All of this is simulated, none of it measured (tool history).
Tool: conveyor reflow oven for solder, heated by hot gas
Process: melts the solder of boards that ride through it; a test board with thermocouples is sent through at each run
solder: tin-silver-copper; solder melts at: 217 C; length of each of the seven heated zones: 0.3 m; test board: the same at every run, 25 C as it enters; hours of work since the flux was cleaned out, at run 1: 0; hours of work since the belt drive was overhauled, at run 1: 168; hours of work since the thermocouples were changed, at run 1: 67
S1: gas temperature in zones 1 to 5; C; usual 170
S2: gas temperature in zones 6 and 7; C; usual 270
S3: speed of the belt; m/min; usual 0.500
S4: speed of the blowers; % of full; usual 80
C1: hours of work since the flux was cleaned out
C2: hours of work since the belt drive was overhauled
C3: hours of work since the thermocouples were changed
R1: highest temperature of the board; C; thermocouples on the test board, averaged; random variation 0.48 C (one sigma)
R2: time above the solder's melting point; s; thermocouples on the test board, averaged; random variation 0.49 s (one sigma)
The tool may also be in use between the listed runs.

run 1 hour=0.0 | S1=170 S2=270 S3=0.500 S4=80 | C1=0 C2=168 C3=67 | R1=258.0 R2=56.5
run 2 hour=49.5 | S1=170 S2=270 S3=0.500 S4=80 | C1=39 C2=207 C3=106 | R1=258.0 R2=57.6
run 3 hour=80.1 | S1=170 S2=270 S3=0.500 S4=80 | C1=63 C2=231 C3=130 | R1=257.2 R2=57.1
run 4 hour=132.1 | S1=170 S2=270 S3=0.500 S4=80 | C1=104 C2=272 C3=171 | R1=256.9 R2=56.5
run 5 hour=185.6 | S1=170 S2=270 S3=0.500 S4=80 | C1=147 C2=315 C3=213 | R1=256.7 R2=56.8
run 6 hour=219.0 | S1=170 S2=270 S3=0.500 S4=80 | C1=173 C2=341 C3=240 | R1=257.7 R2=55.3
run 7 hour=256.5 | S1=170 S2=270 S3=0.500 S4=80 | C1=203 C2=371 C3=269 | R1=257.1 R2=55.8
run 8 hour=286.6 | S1=170 S2=270 S3=0.500 S4=80 | C1=226 C2=394 C3=293 | R1=256.5 R2=56.6
run 9 hour=331.5 | S1=167 S2=270 S3=0.500 S4=80 | C1=262 C2=430 C3=328 | R1=256.6 R2=55.9
run 10 hour=384.7 | S1=167 S2=270 S3=0.500 S4=80 | C1=304 C2=472 C3=370 | R1=255.4 R2=54.5
run 11 hour=445.4 | S1=170 S2=270 S3=0.500 S4=80 | C1=352 C2=520 C3=418 | R1=255.7 R2=55.4
run 12 hour=491.8 | S1=162 S2=270 S3=0.500 S4=80 | C1=388 C2=556 C3=455 | R1=254.6 R2=51.5
run 13 hour=562.2 | S1=179 S2=270 S3=0.500 S4=80 | C1=444 C2=612 C3=511 | R1=256.3 R2=58.7
-- hour=590.6 flux residue cleaned out of gas plates and filters
run 14 hour=626.2 | S1=179 S2=270 S3=0.494 S4=65 | C1=28 C2=659 C3=557 | R1=257.5 R2=61.0
run 15 hour=678.4 | S1=170 S2=273 S3=0.500 S4=70 | C1=69 C2=700 C3=598 | R1=259.3 R2=57.3
run 16 hour=742.9 | S1=170 S2=273 S3=0.500 S4=70 | C1=120 C2=751 C3=649 | R1=259.5 R2=58.4
run 17 hour=785.6 | S1=170 S2=270 S3=0.500 S4=55 | C1=154 C2=785 C3=683 | R1=252.1 R2=53.2
run 18 hour=829.1 | S1=175 S2=271 S3=0.599 S4=75 | C1=188 C2=819 C3=717 | R1=252.8 R2=45.0
run 19 hour=883.2 | S1=183 S2=270 S3=0.500 S4=80 | C1=231 C2=862 C3=760 | R1=259.3 R2=62.5
run 20 hour=927.0 | S1=165 S2=259 S3=0.586 S4=54 | C1=266 C2=896 C3=795 | R1=235.4 R2=27.5
run 21 hour=980.2 | S1=165 S2=259 S3=0.586 S4=54 | C1=308 C2=938 C3=837 | R1=233.9 R2=27.0
run 22 hour=1045.4 | S1=165 S2=259 S3=0.586 S4=54 | C1=359 C2=990 C3=888 | R1=233.7 R2=26.1
run 23 hour=1078.1 | S1=185 S2=259 S3=0.586 S4=54 | C1=385 C2=1016 C3=914 | R1=238.8 R2=38.4
run 24 hour=1111.6 | S1=170 S2=260 S3=0.500 S4=80 | C1=411 C2=1042 C3=940 | R1=246.1 R2=50.2
run 25 hour=1160.2 | S1=171 S2=270 S3=0.486 S4=57 | C1=450 C2=1080 C3=979 | R1=252.7 R2=53.8
-- hour=1181.5 flux residue cleaned out of gas plates and filters
run 26 hour=1197.8 | S1=171 S2=270 S3=0.486 S4=57 | C1=13 C2=1106 C3=1005 | R1=256.1 R2=56.8

Hidden state or all else? Some run-to-run changes of R1, split into what the settings, what came in and random variation would give without the hidden state, and what is left for the hidden state (with any gauge scatter that isn't in both results):
The hidden state here: heat that the gas passes to the board, % of a clean oven's; belt's true speed, % of the reading; true gas temperature in zones 6 and 7 over the reading, C; drift of the gauge itself on peak_c, C; drift of the gauge itself on liquid_s, %.
Run 13 -> 14: S3 0.500 -> 0.494, S4 80 -> 65, flux residue cleaned out of gas plates and filters. R1 +1.2 C: hidden state +3.5, all else -2.3.
Run 16 -> 17: S2 273 -> 270, S4 70 -> 55. R1 -7.4 C: hidden state +0.0, all else -7.4.
Run 19 -> 20: S1 183 -> 165, S2 270 -> 259, S3 0.500 -> 0.586, S4 80 -> 54. R1 -23.9 C: hidden state -0.7, all else -23.2.
Run 25 -> 26: flux residue cleaned out of gas plates and filters. R1 +3.4 C: hidden state +3.9, all else -0.5.

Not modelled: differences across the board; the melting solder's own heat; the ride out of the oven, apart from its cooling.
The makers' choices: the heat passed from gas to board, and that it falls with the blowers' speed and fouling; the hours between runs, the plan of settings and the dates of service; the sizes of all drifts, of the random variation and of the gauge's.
